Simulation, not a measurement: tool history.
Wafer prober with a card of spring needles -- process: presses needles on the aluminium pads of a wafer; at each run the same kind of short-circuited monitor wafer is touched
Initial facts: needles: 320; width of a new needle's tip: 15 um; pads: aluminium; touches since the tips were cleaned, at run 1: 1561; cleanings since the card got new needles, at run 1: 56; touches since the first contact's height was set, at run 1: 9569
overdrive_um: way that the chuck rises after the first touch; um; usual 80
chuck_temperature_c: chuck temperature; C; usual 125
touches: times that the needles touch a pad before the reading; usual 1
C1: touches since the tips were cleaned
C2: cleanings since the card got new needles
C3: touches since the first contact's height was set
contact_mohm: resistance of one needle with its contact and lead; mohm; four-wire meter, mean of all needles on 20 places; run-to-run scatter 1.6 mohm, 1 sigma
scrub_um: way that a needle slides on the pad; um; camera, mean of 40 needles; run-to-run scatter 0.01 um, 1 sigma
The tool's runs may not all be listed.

run 1 day=0.000 | overdrive_um=80 chuck_temperature_c=125 touches=1 | C1=1561 C2=56 C3=9569 | contact_mohm=204 scrub_um=11.79
-- day=0.833 tips cleaned on abrasive film
-- day=1.762 tips cleaned on abrasive film
-- day=2.721 tips cleaned on abrasive film
run 2 day=2.721 | overdrive_um=76 chuck_temperature_c=125 touches=1 | C1=0 C2=59 C3=35729 | contact_mohm=162 scrub_um=11.16
-- day=3.679 tips cleaned on abrasive film
-- day=4.683 tips cleaned on abrasive film
-- day=5.704 tips cleaned on abrasive film
run 3 day=6.429 | overdrive_um=76 chuck_temperature_c=125 touches=1 | C1=7024 C2=62 C3=71426 | contact_mohm=260 scrub_um=11.13
-- day=6.638 tips cleaned on abrasive film
-- day=7.612 tips cleaned on abrasive film
-- day=8.608 tips cleaned on abrasive film
-- day=9.583 tips cleaned on abrasive film
run 4 day=10.333 | overdrive_um=76 chuck_temperature_c=125 touches=1 | C1=7258 C2=66 C3=108972 | contact_mohm=260 scrub_um=11.10
-- day=10.546 tips cleaned on abrasive film
-- day=11.554 tips cleaned on abrasive film
run 5 day=12.367 | overdrive_um=93 chuck_temperature_c=125 touches=1 | C1=7836 C2=68 C3=128512 | contact_mohm=231 scrub_um=13.59
-- day=12.579 tips cleaned on abrasive film
-- day=12.592 height of the first contact set anew
-- day=13.604 tips cleaned on abrasive film
-- day=14.646 tips cleaned on abrasive film
run 6 day=14.912 | overdrive_um=93 chuck_temperature_c=36 touches=1 | C1=2573 C2=71 C3=22358 | contact_mohm=206 scrub_um=13.70
-- day=15.538 tips cleaned on abrasive film
-- day=16.542 tips cleaned on abrasive film
-- day=17.533 tips cleaned on abrasive film
run 7 day=17.846 | overdrive_um=93 chuck_temperature_c=36 touches=1 | C1=3032 C2=74 C3=50568 | contact_mohm=210 scrub_um=13.65
-- day=18.383 tips cleaned on abrasive film
-- day=19.404 tips cleaned on abrasive film
-- day=20.446 tips cleaned on abrasive film
-- day=21.421 tips cleaned on abrasive film
run 8 day=21.454 | overdrive_um=93 chuck_temperature_c=36 touches=1 | C1=315 C2=78 C3=85248 | contact_mohm=160 scrub_um=13.62
-- day=22.279 tips cleaned on abrasive film
-- day=23.304 tips cleaned on abrasive film
run 9 day=23.304 | overdrive_um=93 chuck_temperature_c=36 touches=1 | C1=0 C2=80 C3=103027 | contact_mohm=147 scrub_um=13.63
-- day=24.296 tips cleaned on abrasive film
-- day=25.292 tips cleaned on abrasive film
run 10 day=25.738 | overdrive_um=80 chuck_temperature_c=80 touches=1 | C1=4319 C2=82 C3=126465 | contact_mohm=247 scrub_um=11.68
-- day=26.158 tips cleaned on abrasive film
-- day=26.375 height of the first contact set anew
-- day=27.200 tips cleaned on abrasive film
-- day=28.196 tips cleaned on abrasive film
-- day=29.162 tips cleaned on abrasive film
run 11 day=29.512 | overdrive_um=80 chuck_temperature_c=80 touches=1 | C1=3365 C2=86 C3=30158 | contact_mohm=231 scrub_um=11.76
-- day=30.138 tips cleaned on abrasive film
-- day=31.129 tips cleaned on abrasive film
run 12 day=31.571 | overdrive_um=80 chuck_temperature_c=78 touches=2 | C1=4239 C2=88 C3=49956 | contact_mohm=204 scrub_um=11.74
-- day=31.988 tips cleaned on abrasive film
-- day=32.938 tips cleaned on abrasive film
-- day=33.979 tips cleaned on abrasive film
-- day=35.017 tips cleaned on abrasive film
run 13 day=35.425 | overdrive_um=80 chuck_temperature_c=78 touches=2 | C1=3939 C2=92 C3=87038 | contact_mohm=205 scrub_um=11.71
-- day=36.050 tips cleaned on abrasive film
-- day=37.079 tips cleaned on abrasive film
-- day=38.088 tips cleaned on abrasive film
run 14 day=38.862 | overdrive_um=80 chuck_temperature_c=78 touches=2 | C1=7501 C2=95 C3=120129 | contact_mohm=216 scrub_um=11.69
-- day=39.075 tips cleaned on abrasive film
-- day=40.067 tips cleaned on abrasive film
-- day=40.079 height of the first contact set anew
-- day=41.121 tips cleaned on abrasive film
-- day=42.158 tips cleaned on abrasive film
run 15 day=42.475 | overdrive_um=80 chuck_temperature_c=78 touches=2 | C1=3049 C2=99 C3=23070 | contact_mohm=196 scrub_um=11.76
-- day=43.104 tips cleaned on abrasive film
-- day=44.112 tips cleaned on abrasive film
-- day=45.129 tips cleaned on abrasive film
run 16 day=45.129 | overdrive_um=74 chuck_temperature_c=125 touches=2 | C1=0 C2=102 C3=48577 | contact_mohm=163 scrub_um=10.84
-- day=46.133 tips cleaned on abrasive film
-- day=47.162 tips cleaned on abrasive film
-- day=48.167 tips cleaned on abrasive film
run 17 day=48.538 | overdrive_um=64 chuck_temperature_c=88 touches=2 | C1=3573 C2=105 C3=81353 | contact_mohm=238 scrub_um=9.34
-- day=49.162 tips cleaned on abrasive film
-- day=50.200 tips cleaned on abrasive film
run 18 day=50.871 | overdrive_um=80 chuck_temperature_c=99 touches=1 | C1=6460 C2=107 C3=103827 | contact_mohm=262 scrub_um=11.71
-- day=51.083 tips cleaned on abrasive film
-- day=52.050 tips cleaned on abrasive film
-- day=53.092 tips cleaned on abrasive film
-- day=53.725 height of the first contact set anew
run 19 day=53.838 | overdrive_um=81 chuck_temperature_c=25 touches=1 | C1=7091 C2=110 C3=1084 | contact_mohm=263 scrub_um=11.94
-- day=54.050 tips cleaned on abrasive film
-- day=55.088 tips cleaned on abrasive film
run 20 day=55.646 | overdrive_um=81 chuck_temperature_c=25 touches=1 | C1=5378 C2=112 C3=18475 | contact_mohm=257 scrub_um=11.91

5 options for the next run, each taken on its own from the tool as it stands now. Forecast them:
-- day=56.067 tips cleaned on abrasive film
-- day=57.071 tips cleaned on abrasive film
-- day=58.075 tips cleaned on abrasive film
-- day=58.908 tips cleaned on abrasive film
run A day=59.100 | overdrive_um=67 chuck_temperature_c=125 touches=1 | C1=1867 C2=116 C3=51679 | contact_mohm=? scrub_um=?
-- day=56.067 tips cleaned on abrasive film
-- day=57.071 tips cleaned on abrasive film
-- day=58.075 tips cleaned on abrasive film
-- day=58.908 tips cleaned on abrasive film
run B day=59.100 | overdrive_um=81 chuck_temperature_c=25 touches=1 | C1=1867 C2=116 C3=51679 | contact_mohm=? scrub_um=?
-- day=56.067 tips cleaned on abrasive film
-- day=57.071 tips cleaned on abrasive film
-- day=58.075 tips cleaned on abrasive film
-- day=58.908 tips cleaned on abrasive film
run C day=59.100 | overdrive_um=62 chuck_temperature_c=29 touches=2 | C1=1867 C2=116 C3=51679 | contact_mohm=? scrub_um=?
-- day=56.067 tips cleaned on abrasive film
-- day=57.071 tips cleaned on abrasive film
-- day=58.075 tips cleaned on abrasive film
-- day=58.908 tips cleaned on abrasive film
run D day=59.100 | overdrive_um=66 chuck_temperature_c=125 touches=1 | C1=1867 C2=116 C3=51679 | contact_mohm=? scrub_um=?
-- day=56.067 tips cleaned on abrasive film
-- day=57.071 tips cleaned on abrasive film
-- day=58.075 tips cleaned on abrasive film
-- day=58.908 tips cleaned on abrasive film
run E day=59.100 | overdrive_um=87 chuck_temperature_c=47 touches=2 | C1=1867 C2=116 C3=51679 | contact_mohm=? scrub_um=?

run=A contact_mohm=260 scrub_um=9.81
run=B contact_mohm=221 scrub_um=11.90
run=C contact_mohm=220 scrub_um=9.07
run=D contact_mohm=258 scrub_um=9.65
run=E contact_mohm=182 scrub_um=12.75
Without the tool's hidden state the same runs would have given:
run=A contact_mohm=157 scrub_um=9.86
run=B contact_mohm=138 scrub_um=11.94
run=C contact_mohm=138 scrub_um=9.12
run=D contact_mohm=155 scrub_um=9.70
run=E contact_mohm=139 scrub_um=12.80
